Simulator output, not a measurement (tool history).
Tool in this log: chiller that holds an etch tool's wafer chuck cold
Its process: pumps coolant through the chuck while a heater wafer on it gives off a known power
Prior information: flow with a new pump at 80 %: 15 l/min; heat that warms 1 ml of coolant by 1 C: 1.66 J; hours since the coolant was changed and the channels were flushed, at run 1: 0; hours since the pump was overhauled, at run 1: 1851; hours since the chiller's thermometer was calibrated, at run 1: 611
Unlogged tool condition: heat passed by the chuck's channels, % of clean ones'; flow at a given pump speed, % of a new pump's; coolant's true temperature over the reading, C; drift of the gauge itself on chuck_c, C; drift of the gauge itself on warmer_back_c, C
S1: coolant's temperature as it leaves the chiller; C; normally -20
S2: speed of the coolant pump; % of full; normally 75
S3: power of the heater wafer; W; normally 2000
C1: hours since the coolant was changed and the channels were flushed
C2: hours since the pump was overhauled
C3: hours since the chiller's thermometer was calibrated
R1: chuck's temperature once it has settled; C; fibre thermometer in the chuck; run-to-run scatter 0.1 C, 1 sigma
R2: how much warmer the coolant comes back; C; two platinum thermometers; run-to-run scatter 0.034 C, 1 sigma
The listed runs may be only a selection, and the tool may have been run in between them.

run    hour   S1  S2    S3    C1    C2    C3     R1    R2
  1     0.0  -20  75  2000     0  1851   611   -5.4  5.18
  2   159.1  -20  75  1721   159  2010   770   -7.5  4.34
  3   302.0  -20  75  2000   302  2153   913   -5.3  5.13
  4   447.5  -28  75  2000   447  2298  1059  -13.4  5.18
  5   597.5  -20  70  2000   598  2448  1209   -4.8  5.57
  6   704.6  -20  70  2000   705  2555  1316   -4.7  5.49
  7   851.2  -20  70  2000   851  2702  1462   -4.6  5.47
  8   957.8  -20  75  2000   958  2808  1569   -5.3  5.03
  9  1089.0  -20  75  2000  1089  2940  1700   -5.3  5.00
 10  1158.9  -20  75  2000  1159  3009  1770   -5.4  5.06
 11  1258.8  -20  75  2000  1259  3109  1870   -5.4  5.07
 12  1430.4  -20  75  1336  1430  3281  2041  -10.4  3.24
 13  1583.6  -20  75  2000  1584  3434  2195   -5.3  5.00
 14  1717.7  -20  66  1591  1718  3568  2329   -7.3  4.53
 15  1809.5  -20  66  1591  1810  3660  2421   -7.3  4.47
 16  1895.0  -11  92  1150  1895  3746  2506   -3.6  2.16
 17  2004.1  -29  75  2000  2004  3855  2615  -14.2  4.94
 18  2143.9  -29  75  2000  2144  3994  2755  -14.3  4.93
 19  2227.4  -14  87  2156  2227  4078  2838    0.2  4.50
 20  2380.4  -14  87  2156  2380  4231  2991    0.2  4.47
     2481.0  -- chiller's thermometer calibrated
 21  2550.5  -14  87  2156  2550  4400    70    0.4  4.44
 22  2628.1  -14  87  2156  2627  4478   147    0.3  4.45
 23  2749.1  -14  87  2156  2748  4599   268    0.4  4.43
 24  2825.7  -17  61  1878  2825  4675   345   -1.2  5.71
 25  2961.9  -11  66  1878  2961  4811   481    4.0  5.22

Hidden condition of the tool, last listed run before each entry between runs versus first listed run after:
Between runs 20 and 21: chiller's thermometer calibrated (hour 2481.0)
  drift of the gauge itself on warmer_back_c, C: -0.29 -> -0.31
  measured minus no-state result, R2: -0.29 -> -0.31 C
